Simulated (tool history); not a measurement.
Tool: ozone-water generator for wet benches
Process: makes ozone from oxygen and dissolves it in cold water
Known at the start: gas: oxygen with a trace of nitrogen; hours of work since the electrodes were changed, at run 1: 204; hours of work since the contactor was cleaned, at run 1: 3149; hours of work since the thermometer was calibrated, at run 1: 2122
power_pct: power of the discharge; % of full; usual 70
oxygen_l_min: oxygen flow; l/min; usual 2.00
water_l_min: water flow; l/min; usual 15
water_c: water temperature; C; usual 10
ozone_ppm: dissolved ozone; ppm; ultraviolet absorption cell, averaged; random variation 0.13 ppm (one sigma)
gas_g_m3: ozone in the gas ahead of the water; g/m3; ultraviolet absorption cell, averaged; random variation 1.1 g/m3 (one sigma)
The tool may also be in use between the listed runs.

run	hour	power_pct	oxygen_l_min	water_l_min	water_c	hours of work since the electrodes were changed	hours of work since the contactor was cleaned	hours of work since the thermometer was calibrated	ozone_ppm	gas_g_m3
1	0.0	70	2.00	15	10	204	3149	2122	13.6	185.6
2	102.8	70	2.00	15	10	272	3216	2190	13.8	183.8
3	171.5	70	2.00	15	10	317	3261	2235	13.6	183.0
4	244.0	70	2.00	15	10	365	3309	2282	13.9	183.0
5	368.9	70	2.00	24	10	447	3391	2364	7.8	180.9
6	497.6	70	2.00	22	10	531	3475	2449	8.5	182.8
7	613.2	70	2.00	15	15	607	3551	2525	12.9	179.2
# hour 642.9: water thermometer calibrated
8	738.0	70	2.00	15	15	689	3633	62	13.0	184.0
9	801.6	70	2.00	15	15	731	3675	104	12.9	181.0
10	894.0	100	2.00	15	10	791	3735	165	16.5	223.9
# hour 954.8: water thermometer calibrated, once more
11	970.9	100	2.00	15	10	841	3786	11	16.4	224.3
12	1030.2	70	2.00	15	10	880	3825	50	13.4	179.0
13	1089.8	70	2.00	15	10	920	3864	89	13.4	175.6
14	1188.6	70	2.00	15	10	984	3929	154	13.2	178.4
15	1316.8	70	2.00	15	10	1069	4013	238	13.2	177.6
# hour 1400.2: contactor cleaned
16	1427.6	70	2.00	15	10	1139	18	308	13.6	178.4
17	1506.9	70	2.00	15	10	1191	70	360	13.7	178.1
18	1605.5	92	2.00	17	10	1256	135	425	13.9	208.3
19	1660.6	41	3.11	16	10	1292	171	461	10.6	107.4
20	1755.9	70	1.14	15	8	1354	234	524	11.0	222.9
21	1848.5	70	2.00	14	10	1415	294	584	14.5	175.0
22	1905.1	99	1.57	9	6	1452	332	622	26.5	238.1
23	2003.5	70	2.00	19	10	1517	396	686	10.2	174.4
24	2082.5	96	1.26	19	5	1569	448	738	10.4	254.2

Forecast run 25:
25	2204.1	65	2.00	17	10	1649	528	818	?	?

ozone_ppm: 11.1 ppm
gas_g_m3: 167.8 g/m3
Without the tool's hidden state the same run would have given ozone_ppm 11.9 ppm, gas_g_m3 179.0 g/m3.
